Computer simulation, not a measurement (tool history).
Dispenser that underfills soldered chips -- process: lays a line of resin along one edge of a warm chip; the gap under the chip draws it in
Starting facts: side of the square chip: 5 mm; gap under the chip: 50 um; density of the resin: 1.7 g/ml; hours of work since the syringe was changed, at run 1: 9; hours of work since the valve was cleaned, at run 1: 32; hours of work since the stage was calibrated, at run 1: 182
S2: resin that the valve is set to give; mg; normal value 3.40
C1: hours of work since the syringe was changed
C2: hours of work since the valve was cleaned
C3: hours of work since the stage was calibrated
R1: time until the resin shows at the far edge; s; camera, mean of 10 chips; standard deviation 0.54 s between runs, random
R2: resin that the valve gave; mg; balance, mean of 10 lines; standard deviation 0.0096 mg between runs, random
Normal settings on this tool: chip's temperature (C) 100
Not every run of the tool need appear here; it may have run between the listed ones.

Run 1, day 0.000: usual settings; C1 9; C2 32; C3 182. Result: R1 61.5 s, R2 3.311 mg.
At day 0.158: new syringe of resin.
Run 2, day 0.233: usual settings but chip's temperature (C) 85; C1 1; C2 35; C3 185. Result: R1 69.2 s, R2 3.335 mg.
Run 3, day 0.554: usual settings; C1 6; C2 40; C3 190. Result: R1 55.3 s, R2 3.323 mg.
Run 4, day 0.804: usual settings; C1 9; C2 44; C3 193. Result: R1 63.3 s, R2 3.297 mg.
At day 0.892: new syringe of resin.
Run 5, day 0.975: usual settings; C1 1; C2 46; C3 196. Result: R1 46.4 s, R2 3.295 mg.
Run 6, day 1.217: usual settings; C1 5; C2 50; C3 199. Result: R1 52.7 s, R2 3.313 mg.
Run 7, day 1.492: usual settings; C1 9; C2 54; C3 203. Result: R1 62.5 s, R2 3.290 mg.
At day 1.646: new syringe of resin.
Run 8, day 1.779: usual settings but chip's temperature (C) 99, S2 3.10 mg; C1 2; C2 58; C3 207. Result: R1 49.9 s, R2 2.991 mg.
Run 9, day 1.979: usual settings but chip's temperature (C) 99, S2 3.10 mg; C1 5; C2 61; C3 210. Result: R1 55.0 s, R2 2.988 mg.
Run 10, day 2.333: usual settings but chip's temperature (C) 99, S2 3.10 mg; C1 10; C2 66; C3 215. Result: R1 66.4 s, R2 2.980 mg.
At day 2.388: new syringe of resin.
Run 11, day 2.575: usual settings but chip's temperature (C) 94; C1 3; C2 69; C3 219. Result: R1 57.4 s, R2 3.259 mg.
Run 12, day 2.908: usual settings but chip's temperature (C) 110; C1 8; C2 74; C3 224. Result: R1 45.9 s, R2 3.263 mg.
At day 3.146: new syringe of resin.
At day 3.225: dispensing valve cleaned and set on the balance.
Run 13, day 3.225: usual settings but chip's temperature (C) 86, S2 3.95 mg; C1 1; C2 0; C3 227. Result: R1 67.5 s, R2 3.955 mg.

Below are 5 alternative next runs, each starting from the tool's condition after run 13. Predict each:
Run A, day 3.546: usual settings but chip's temperature (C) 86; C1 5; C2 5; C3 232. Result: R1 ?, R2 ?.
Run B, day 3.546: usual settings but chip's temperature (C) 107, S2 4.38 mg; C1 5; C2 5; C3 232. Result: R1 ?, R2 ?.
Run C, day 3.546: usual settings but chip's temperature (C) 106, S2 3.47 mg; C1 5; C2 5; C3 232. Result: R1 ?, R2 ?.
Run D, day 3.546: usual settings; C1 5; C2 5; C3 232. Result: R1 ?, R2 ?.
Run E, day 3.546: usual settings but chip's temperature (C) 105, S2 3.48 mg; C1 5; C2 5; C3 232. Result: R1 ?, R2 ?.

run    R1     R2
  A  79.8  3.392
  B  43.7  4.380
  C  45.6  3.458
  D  54.1  3.391
  E  45.8  3.471
Stripped of hidden state, with their random variation kept, the same runs would have yielded:
run    R1     R2
  A  65.8  3.394
  B  35.9  4.382
  C  37.4  3.460
  D  44.6  3.393
  E  37.7  3.473

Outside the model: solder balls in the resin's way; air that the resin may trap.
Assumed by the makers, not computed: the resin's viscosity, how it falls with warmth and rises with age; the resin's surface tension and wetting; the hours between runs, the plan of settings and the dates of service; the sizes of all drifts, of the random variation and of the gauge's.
